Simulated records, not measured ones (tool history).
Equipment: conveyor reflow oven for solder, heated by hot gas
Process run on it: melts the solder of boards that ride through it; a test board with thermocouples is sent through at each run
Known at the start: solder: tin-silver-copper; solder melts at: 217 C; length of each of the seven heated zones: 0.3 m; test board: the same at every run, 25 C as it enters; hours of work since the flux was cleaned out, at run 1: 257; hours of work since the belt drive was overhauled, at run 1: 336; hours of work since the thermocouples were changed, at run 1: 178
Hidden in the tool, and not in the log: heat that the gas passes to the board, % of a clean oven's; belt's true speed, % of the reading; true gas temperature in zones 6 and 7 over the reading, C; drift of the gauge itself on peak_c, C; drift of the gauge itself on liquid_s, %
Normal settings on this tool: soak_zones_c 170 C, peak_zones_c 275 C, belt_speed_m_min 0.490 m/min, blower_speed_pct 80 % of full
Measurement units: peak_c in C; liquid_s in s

run	hour	soak_zones_c	peak_zones_c	belt_speed_m_min	blower_speed_pct	hours of work since the flux was cleaned out	hours of work since the belt drive was overhauled	hours of work since the thermocouples were changed	peak_c	liquid_s
1	0.0	170	275	0.490	80	257	336	178	260.7	59.6
2	24.4	170	275	0.490	80	273	352	194	260.7	59.6
3	41.2	170	275	0.486	80	284	363	206	260.9	60.0
4	57.0	170	275	0.486	80	295	374	216	260.3	60.1
5	71.0	170	275	0.486	80	304	383	226	260.6	60.0
6	92.2	170	275	0.486	80	318	397	240	260.2	59.8
7	106.2	170	275	0.486	80	328	407	249	260.5	59.8
# hour 113.6: flux residue cleaned out of gas plates and filters
8	140.5	170	275	0.486	80	18	426	269	262.0	60.9
9	168.5	170	275	0.486	80	37	445	288	262.1	61.1
10	197.8	181	275	0.518	80	56	465	307	261.6	60.1
11	215.7	184	273	0.490	80	68	477	319	261.6	64.7
12	241.4	159	286	0.475	73	86	494	336	269.1	62.5
13	261.0	156	275	0.469	73	99	507	350	258.8	57.5
14	290.7	156	266	0.398	66	119	527	369	253.5	64.8
15	314.2	179	275	0.490	53	134	543	385	254.1	57.0
16	327.9	179	275	0.490	53	144	552	394	254.0	57.1

Same runs, no hidden state in the tool, same run-to-run variation:
run	peak_c	liquid_s
1	262.7	60.7
2	262.9	60.7
3	263.1	61.1
4	262.7	61.3
5	263.0	61.3
6	262.8	61.2
7	263.1	61.2
8	262.9	61.0
9	263.1	61.3
10	262.8	60.3
11	262.8	65.0
12	270.5	62.9
13	260.4	58.1
14	255.1	65.7
15	255.6	57.8
16	255.6	58.0
